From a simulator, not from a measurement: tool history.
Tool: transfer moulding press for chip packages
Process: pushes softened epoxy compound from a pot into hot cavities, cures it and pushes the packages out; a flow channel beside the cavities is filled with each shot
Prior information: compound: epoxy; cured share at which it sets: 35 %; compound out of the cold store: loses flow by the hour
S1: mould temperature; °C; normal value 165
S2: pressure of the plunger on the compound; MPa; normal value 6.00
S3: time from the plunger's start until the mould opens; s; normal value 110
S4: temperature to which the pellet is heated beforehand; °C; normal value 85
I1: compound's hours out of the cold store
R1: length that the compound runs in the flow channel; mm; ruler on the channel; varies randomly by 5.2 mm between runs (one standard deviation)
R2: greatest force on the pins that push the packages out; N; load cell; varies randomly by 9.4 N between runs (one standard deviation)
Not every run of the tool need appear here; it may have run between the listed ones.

run 1 hour=0.0 | S1=165 S2=6.00 S3=110 S4=85 | I1=22.2 | R1=548 R2=823
-- hour=12.0 cavities cleaned with cleaning compound and waxed
run 2 hour=35.0 | S1=165 S2=6.00 S3=110 S4=85 | I1=26.2 | R1=539 R2=620
run 3 hour=69.5 | S1=165 S2=6.00 S3=110 S4=85 | I1=11.7 | R1=580 R2=837
-- hour=79.4 cavities cleaned with cleaning compound and waxed
-- hour=105.5 mould's thermocouples calibrated
run 4 hour=105.5 | S1=165 S2=6.00 S3=110 S4=85 | I1=21.7 | R1=543 R2=577
run 5 hour=131.9 | S1=165 S2=6.00 S3=110 S4=85 | I1=16.4 | R1=555 R2=748
-- hour=148.1 cavities cleaned with cleaning compound and waxed
run 6 hour=153.7 | S1=165 S2=6.00 S3=110 S4=85 | I1=14.2 | R1=557 R2=503
run 7 hour=180.8 | S1=165 S2=6.00 S3=110 S4=85 | I1=8.1 | R1=578 R2=662
run 8 hour=199.4 | S1=160 S2=6.00 S3=102 S4=85 | I1=15.6 | R1=560 R2=1284
-- hour=215.2 cavities cleaned with cleaning compound and waxed
run 9 hour=219.9 | S1=160 S2=4.52 S3=102 S4=85 | I1=24.1 | R1=468 R2=823
run 10 hour=237.9 | S1=158 S2=6.15 S3=118 S4=87 | I1=37.5 | R1=511 R2=808

Had the tool no unlogged condition, and each run kept its random variation, what would the results have been?
Unlogged tool condition in this case: true mould temperature over the reading, C; pressure that reaches the compound, % of what is set; grip of the stained cavities, % over clean ones'; drift of the gauge itself on flow_mm, %; drift of the gauge itself on push_out_n, %.
run=1 R1=567 R2=464
run=2 R1=561 R2=425
run=3 R1=606 R2=448
run=4 R1=574 R2=435
run=5 R1=590 R2=467
run=6 R1=594 R2=458
run=7 R1=619 R2=452
run=8 R1=601 R2=778
run=9 R1=504 R2=749
run=10 R1=553 R2=597
